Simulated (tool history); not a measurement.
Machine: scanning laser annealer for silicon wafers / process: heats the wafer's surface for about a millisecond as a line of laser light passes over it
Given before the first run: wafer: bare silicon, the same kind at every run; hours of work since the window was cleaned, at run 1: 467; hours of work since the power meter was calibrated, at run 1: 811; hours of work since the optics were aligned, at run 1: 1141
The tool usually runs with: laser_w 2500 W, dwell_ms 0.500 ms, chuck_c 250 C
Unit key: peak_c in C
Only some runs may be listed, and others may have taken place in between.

run,hour,laser_w,dwell_ms,chuck_c,hours of work since the window was cleaned,hours of work since the power meter was calibrated,hours of work since the optics were aligned,peak_c
1,0.0,2500,0.500,250,467,811,1141,1050
2,37.8,2500,0.500,250,495,839,1169,1049
3,67.0,2500,0.490,250,517,861,1190,1042
# hour 88.9: window over the wafer cleaned
4,97.2,2500,0.500,250,6,882,1211,1051
# hour 110.8: optics aligned, line set to its width
5,130.8,2500,0.500,250,27,903,15,1050
6,179.8,2500,0.491,250,64,939,51,1044
7,211.9,2500,0.393,250,88,963,75,948
8,241.5,2500,0.500,250,110,985,97,1048
9,303.2,2500,0.500,250,156,1031,143,1050
10,343.5,2500,0.500,250,186,1061,173,1049
11,390.6,2500,0.500,250,221,1096,208,1052
12,432.0,2500,0.500,250,251,1127,239,1048
13,494.6,2500,0.500,250,298,1173,285,1047
14,521.8,2500,0.500,250,318,1194,306,1055
15,560.2,2500,0.500,250,347,1222,334,1049
16,589.6,2500,0.500,250,369,1244,356,1052
17,646.5,2430,0.500,250,411,1286,398,1024
18,703.6,2430,0.500,250,453,1329,441,1025
19,731.1,2430,0.500,250,474,1349,461,1020
20,781.8,2500,0.500,229,511,1387,499,1030
# hour 807.0: window over the wafer cleaned
21,815.0,2500,0.380,260,6,1410,522,943
22,864.9,2472,0.360,281,43,1447,559,940
23,917.0,2527,0.500,250,82,1486,598,1062
24,949.3,2284,0.456,250,106,1510,622,934
25,1011.2,2749,0.584,277,152,1556,668,1255
26,1071.5,2500,0.542,248,197,1601,713,1084
27,1128.6,2500,0.500,218,239,1643,755,1017
28,1186.3,2617,0.603,210,282,1686,798,1148
29,1247.0,2500,0.500,245,327,1731,843,1042
30,1276.7,2500,0.500,245,349,1753,866,1042
31,1331.9,2500,0.500,245,390,1795,907,1044
32,1357.3,2500,0.500,245,409,1813,925,1047
33,1415.1,2669,0.548,239,452,1856,968,1151
34,1455.7,2669,0.548,239,482,1887,999,1151
35,1481.3,2669,0.548,239,501,1906,1018,1145
# hour 1519.4: window over the wafer cleaned
36,1542.3,2669,0.572,212,17,1949,1062,1144
37,1595.6,2282,0.414,275,57,1989,1101,921
38,1656.2,2736,0.588,247,102,2034,1146,1222

Below are 5 alternative next runs, each starting from the tool's condition after run 38. Predict each:
A,1718.5,2325,0.489,223,148,2080,1193,?
B,1718.5,2736,0.440,247,148,2080,1193,?
C,1718.5,2725,0.541,231,148,2080,1193,?
D,1718.5,2555,0.479,247,148,2080,1193,?
E,1718.5,2263,0.404,247,148,2080,1193,?

run,peak_c
A,950
B,1076
C,1158
D,1047
E,878
Take away the tool's hidden state, keep each run's random variation, and the runs would have read:
run,peak_c
A,951
B,1076
C,1158
D,1047
E,878

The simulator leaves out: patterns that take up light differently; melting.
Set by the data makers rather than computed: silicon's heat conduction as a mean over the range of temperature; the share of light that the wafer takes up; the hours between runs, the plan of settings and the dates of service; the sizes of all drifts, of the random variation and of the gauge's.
